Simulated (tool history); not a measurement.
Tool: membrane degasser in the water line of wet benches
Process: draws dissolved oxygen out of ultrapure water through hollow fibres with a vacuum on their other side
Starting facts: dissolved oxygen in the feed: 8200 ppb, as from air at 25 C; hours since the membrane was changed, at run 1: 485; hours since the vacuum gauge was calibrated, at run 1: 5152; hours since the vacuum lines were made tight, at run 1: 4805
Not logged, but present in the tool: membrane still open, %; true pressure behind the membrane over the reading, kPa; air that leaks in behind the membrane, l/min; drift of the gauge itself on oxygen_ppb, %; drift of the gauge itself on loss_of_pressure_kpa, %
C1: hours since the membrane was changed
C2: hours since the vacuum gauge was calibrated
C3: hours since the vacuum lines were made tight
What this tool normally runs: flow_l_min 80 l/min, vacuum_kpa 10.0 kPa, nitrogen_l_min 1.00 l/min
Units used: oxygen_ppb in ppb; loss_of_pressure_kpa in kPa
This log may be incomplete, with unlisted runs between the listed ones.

run 1 hour=0.0 | flow_l_min=80 vacuum_kpa=10.0 nitrogen_l_min=1.00 | C1=485 C2=5152 C3=4805 | oxygen_ppb=1100.3 loss_of_pressure_kpa=66.22
run 2 hour=59.7 | flow_l_min=80 vacuum_kpa=10.0 nitrogen_l_min=1.00 | C1=544 C2=5212 C3=4865 | oxygen_ppb=1096.7 loss_of_pressure_kpa=66.41
run 3 hour=139.8 | flow_l_min=80 vacuum_kpa=10.0 nitrogen_l_min=1.00 | C1=625 C2=5292 C3=4945 | oxygen_ppb=1114.4 loss_of_pressure_kpa=66.16
run 4 hour=218.6 | flow_l_min=80 vacuum_kpa=10.0 nitrogen_l_min=1.00 | C1=703 C2=5371 C3=5024 | oxygen_ppb=1096.6 loss_of_pressure_kpa=66.68
run 5 hour=347.6 | flow_l_min=80 vacuum_kpa=10.0 nitrogen_l_min=1.00 | C1=832 C2=5500 C3=5153 | oxygen_ppb=1090.8 loss_of_pressure_kpa=66.05
run 6 hour=399.8 | flow_l_min=80 vacuum_kpa=10.0 nitrogen_l_min=1.00 | C1=885 C2=5552 C3=5205 | oxygen_ppb=1105.2 loss_of_pressure_kpa=66.62
run 7 hour=457.7 | flow_l_min=80 vacuum_kpa=10.0 nitrogen_l_min=1.00 | C1=942 C2=5610 C3=5263 | oxygen_ppb=1100.3 loss_of_pressure_kpa=66.68
run 8 hour=552.0 | flow_l_min=80 vacuum_kpa=10.0 nitrogen_l_min=1.00 | C1=1037 C2=5704 C3=5357 | oxygen_ppb=1096.8 loss_of_pressure_kpa=66.96
run 9 hour=612.5 | flow_l_min=80 vacuum_kpa=10.0 nitrogen_l_min=1.00 | C1=1097 C2=5764 C3=5418 | oxygen_ppb=1098.6 loss_of_pressure_kpa=66.74
run 10 hour=665.2 | flow_l_min=80 vacuum_kpa=16.0 nitrogen_l_min=1.00 | C1=1150 C2=5817 C3=5471 | oxygen_ppb=1702.8 loss_of_pressure_kpa=66.53
run 11 hour=761.0 | flow_l_min=80 vacuum_kpa=16.0 nitrogen_l_min=1.00 | C1=1246 C2=5913 C3=5566 | oxygen_ppb=1732.5 loss_of_pressure_kpa=66.95
run 12 hour=813.3 | flow_l_min=80 vacuum_kpa=16.0 nitrogen_l_min=1.00 | C1=1298 C2=5965 C3=5619 | oxygen_ppb=1708.6 loss_of_pressure_kpa=67.24
run 13 hour=896.1 | flow_l_min=80 vacuum_kpa=16.0 nitrogen_l_min=1.00 | C1=1381 C2=6048 C3=5701 | oxygen_ppb=1721.0 loss_of_pressure_kpa=66.96
run 14 hour=982.8 | flow_l_min=80 vacuum_kpa=16.0 nitrogen_l_min=1.00 | C1=1468 C2=6135 C3=5788 | oxygen_ppb=1711.2 loss_of_pressure_kpa=67.17
run 15 hour=1105.2 | flow_l_min=80 vacuum_kpa=16.0 nitrogen_l_min=1.00 | C1=1590 C2=6257 C3=5911 | oxygen_ppb=1730.9 loss_of_pressure_kpa=66.63
run 16 hour=1230.9 | flow_l_min=81 vacuum_kpa=10.0 nitrogen_l_min=1.00 | C1=1716 C2=6383 C3=6036 | oxygen_ppb=1146.5 loss_of_pressure_kpa=68.21
run 17 hour=1356.9 | flow_l_min=118 vacuum_kpa=10.7 nitrogen_l_min=0.97 | C1=1842 C2=6509 C3=6162 | oxygen_ppb=1784.2 loss_of_pressure_kpa=99.46
run 18 hour=1436.8 | flow_l_min=118 vacuum_kpa=10.7 nitrogen_l_min=0.97 | C1=1922 C2=6589 C3=6242 | oxygen_ppb=1763.1 loss_of_pressure_kpa=99.85
run 19 hour=1497.6 | flow_l_min=54 vacuum_kpa=10.7 nitrogen_l_min=2.27 | C1=1982 C2=6650 C3=6303 | oxygen_ppb=473.9 loss_of_pressure_kpa=45.47
run 20 hour=1574.5 | flow_l_min=54 vacuum_kpa=10.7 nitrogen_l_min=2.27 | C1=2059 C2=6726 C3=6380 | oxygen_ppb=464.4 loss_of_pressure_kpa=45.78
run 21 hour=1667.5 | flow_l_min=80 vacuum_kpa=10.4 nitrogen_l_min=1.00 | C1=2152 C2=6819 C3=6473 | oxygen_ppb=1161.0 loss_of_pressure_kpa=68.20
run 22 hour=1722.6 | flow_l_min=84 vacuum_kpa=10.6 nitrogen_l_min=1.00 | C1=2207 C2=6874 C3=6528 | oxygen_ppb=1260.3 loss_of_pressure_kpa=71.42
run 23 hour=1780.5 | flow_l_min=89 vacuum_kpa=12.5 nitrogen_l_min=1.23 | C1=2265 C2=6932 C3=6586 | oxygen_ppb=1398.7 loss_of_pressure_kpa=75.28
run 24 hour=1885.4 | flow_l_min=105 vacuum_kpa=10.0 nitrogen_l_min=1.14 | C1=2370 C2=7037 C3=6691 | oxygen_ppb=1430.7 loss_of_pressure_kpa=89.58
run 25 hour=1970.6 | flow_l_min=60 vacuum_kpa=10.0 nitrogen_l_min=1.50 | C1=2455 C2=7123 C3=6776 | oxygen_ppb=660.6 loss_of_pressure_kpa=50.78
-- hour=2012.8 vacuum gauge calibrated
run 26 hour=2026.9 | flow_l_min=60 vacuum_kpa=16.2 nitrogen_l_min=0.62 | C1=2511 C2=14 C3=6832 | oxygen_ppb=1754.7 loss_of_pressure_kpa=51.07
run 27 hour=2144.6 | flow_l_min=60 vacuum_kpa=16.2 nitrogen_l_min=0.62 | C1=2629 C2=132 C3=6949 | oxygen_ppb=1748.4 loss_of_pressure_kpa=51.06
run 28 hour=2251.9 | flow_l_min=105 vacuum_kpa=7.0 nitrogen_l_min=0.47 | C1=2736 C2=239 C3=7057 | oxygen_ppb=1298.3 loss_of_pressure_kpa=89.02
run 29 hour=2374.8 | flow_l_min=59 vacuum_kpa=10.0 nitrogen_l_min=2.04 | C1=2859 C2=362 C3=7180 | oxygen_ppb=499.9 loss_of_pressure_kpa=50.32
run 30 hour=2444.6 | flow_l_min=71 vacuum_kpa=15.5 nitrogen_l_min=1.00 | C1=2929 C2=432 C3=7249 | oxygen_ppb=1494.7 loss_of_pressure_kpa=60.80
run 31 hour=2499.0 | flow_l_min=111 vacuum_kpa=10.0 nitrogen_l_min=1.25 | C1=2983 C2=486 C3=7304 | oxygen_ppb=1423.3 loss_of_pressure_kpa=94.73

Below, each run's measurement less what the same run would have read without the hidden state. Both values contain the same run-to-run variation, but the gauge's scatter may not be the same in both:
run=1 oxygen_ppb=+42.7 loss_of_pressure_kpa=+0.31
run=2 oxygen_ppb=+43.5 loss_of_pressure_kpa=+0.36
run=3 oxygen_ppb=+45.4 loss_of_pressure_kpa=+0.43
run=4 oxygen_ppb=+45.9 loss_of_pressure_kpa=+0.49
run=5 oxygen_ppb=+47.6 loss_of_pressure_kpa=+0.58
run=6 oxygen_ppb=+49.0 loss_of_pressure_kpa=+0.62
run=7 oxygen_ppb=+49.8 loss_of_pressure_kpa=+0.67
run=8 oxygen_ppb=+51.0 loss_of_pressure_kpa=+0.75
run=9 oxygen_ppb=+51.9 loss_of_pressure_kpa=+0.80
run=10 oxygen_ppb=+45.4 loss_of_pressure_kpa=+0.84
run=11 oxygen_ppb=+47.3 loss_of_pressure_kpa=+0.91
run=12 oxygen_ppb=+47.4 loss_of_pressure_kpa=+0.96
run=13 oxygen_ppb=+48.8 loss_of_pressure_kpa=+1.02
run=14 oxygen_ppb=+49.6 loss_of_pressure_kpa=+1.09
run=15 oxygen_ppb=+51.9 loss_of_pressure_kpa=+1.16
run=16 oxygen_ppb=+63.4 loss_of_pressure_kpa=+1.30
run=17 oxygen_ppb=+82.4 loss_of_pressure_kpa=+2.04
run=18 oxygen_ppb=+83.1 loss_of_pressure_kpa=+2.12
run=19 oxygen_ppb=+30.6 loss_of_pressure_kpa=+1.01
run=20 oxygen_ppb=+30.5 loss_of_pressure_kpa=+1.05
run=21 oxygen_ppb=+68.0 loss_of_pressure_kpa=+1.64
run=22 oxygen_ppb=+72.2 loss_of_pressure_kpa=+1.77
run=23 oxygen_ppb=+68.2 loss_of_pressure_kpa=+1.91
run=24 oxygen_ppb=+85.9 loss_of_pressure_kpa=+2.38
run=25 oxygen_ppb=+47.6 loss_of_pressure_kpa=+1.40
run=26 oxygen_ppb=+2.6 loss_of_pressure_kpa=+1.44
run=27 oxygen_ppb=+3.7 loss_of_pressure_kpa=+1.50
run=28 oxygen_ppb=+34.9 loss_of_pressure_kpa=+2.72
run=29 oxygen_ppb=+14.7 loss_of_pressure_kpa=+1.61
run=30 oxygen_ppb=+17.5 loss_of_pressure_kpa=+1.98
run=31 oxygen_ppb=+45.4 loss_of_pressure_kpa=+3.16
